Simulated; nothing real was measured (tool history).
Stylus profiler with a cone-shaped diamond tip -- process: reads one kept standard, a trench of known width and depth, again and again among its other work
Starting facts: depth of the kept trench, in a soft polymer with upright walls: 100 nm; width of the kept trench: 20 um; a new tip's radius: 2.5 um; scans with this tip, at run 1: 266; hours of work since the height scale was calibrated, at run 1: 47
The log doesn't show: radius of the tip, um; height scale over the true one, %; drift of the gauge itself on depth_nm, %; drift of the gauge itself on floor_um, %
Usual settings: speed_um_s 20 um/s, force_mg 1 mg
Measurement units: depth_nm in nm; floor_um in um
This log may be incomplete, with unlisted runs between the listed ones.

run     day  speed_um_s  force_mg  scans with this tip  hours of work since the height scale was calibrated  depth_nm  floor_um
  1       0          20         1                  266                                                   47    100.62     18.48
  2   0.533          32         1                  316                                                   55    100.76     18.43
  3   1.029          32         1                  362                                                   64    100.74     18.46
  4   1.496          32         1                  406                                                   71    100.78     18.45
  5   2.025          32         1                  455                                                   80    100.71     18.44
  6   2.629          32         1                  512                                                   90    100.68     18.44
  7   3.696          32         1                  611                                                  107    100.73     18.44
  8   4.558          32         1                  692                                                  121    100.75     18.43
  9   5.208          32         1                  753                                                  132    100.69     18.48
 10   5.758          20         1                  804                                                  141    100.71     18.52
 11   6.654          36         1                  888                                                  156    100.77     18.44
 12   7.338          36         1                  952                                                  167    100.81     18.42
 13   7.867          20       0.5                 1001                                                  176    100.47     18.43
 14   8.683          20       0.5                 1077                                                  189    100.43     18.55
 15   9.646          20       0.5                 1167                                                  205    100.48     18.49
 16   10.15          20       0.5                 1214                                                  213     100.5     18.43
 17    10.9          20         1                 1284                                                  225    100.68     18.54
 18  11.621          20         1                 1352                                                  237    100.67     18.53
 19  12.733          20         1                 1455                                                  255    100.71     18.45
 20  13.608          20         1                 1537                                                  270    100.75     18.45
 21  14.188          20         1                 1591                                                  279    100.63     18.51
 22  15.112          20       0.7                 1678                                                  294    100.56     18.49
 23  16.108          20       0.7                 1770                                                  310    100.52     18.47
 24   16.95          29      0.67                 1849                                                  324    100.49     18.44
 25  17.521          20      2.36                 1903                                                  334    101.11     18.55
 26  18.521          20      2.36                 1996                                                  350    101.27      18.5
 27  19.554          60         1                 2092                                                  367    100.64     18.35
 28      20           7      0.62                 2134                                                  374    100.47     18.61
 29  21.012          20      1.06                 2229                                                  391    100.62     18.49
 30  21.504           7      1.06                 2275                                                  399     100.7     18.57
 31  22.017           5      0.94                 2322                                                  407    100.61     18.63
 32   22.95          17      2.54                 2409                                                  423    101.32     18.51
 33  23.908           6      0.89                 2499                                                  438    100.69      18.5
 34  24.917          23      2.99                 2593                                                  455    101.48     18.51
 35  25.871          23      2.99                 2682                                                  470    101.47     18.55
 36  26.567          11      1.29                 2747                                                  482    100.74     18.55
 37  27.467          24      1.87                 2831                                                  497    101.03     18.46
 38  28.371          39      2.95                 2916                                                  511    101.47     18.47
 39  28.933          10      2.18                 2968                                                  521    101.09     18.55
 40  29.896           8      2.53                 3058                                                  536    101.38     18.62
 41  30.371          33      0.35                 3103                                                  544     100.4     18.32
 42  30.983          33      0.35                 3160                                                  554    100.29     18.36
 43  31.504          33      0.35                 3208                                                  563    100.39     18.32
 44  32.133           9      1.81                 3267                                                  573    101.01     18.61
 45  33.208          68      0.72                 3367                                                  591     100.5     18.21
 46    33.7          68      0.72                 3413                                                  599    100.53     18.23

Branching from run 46: 5 alternative next runs. What would each branch give?
  A  34.362          40      2.17                 3475                                                  610         ?         ?
  B  34.362          29      2.64                 3475                                                  610         ?         ?
  C  34.362          21      0.44                 3475                                                  610         ?         ?
  D  34.362          63      1.22                 3475                                                  610         ?         ?
  E  34.362          11      1.27                 3475                                                  610         ?         ?

run  depth_nm  floor_um
  A    101.13     18.45
  B    101.36      18.5
  C    100.41     18.41
  D    100.78     18.28
  E    100.93     18.55
Without the tool's unlogged condition, the same runs would have read:
run  depth_nm  floor_um
  A    101.13     18.46
  B    101.36      18.5
  C     100.4     18.41
  D    100.77     18.28
  E    100.93     18.55
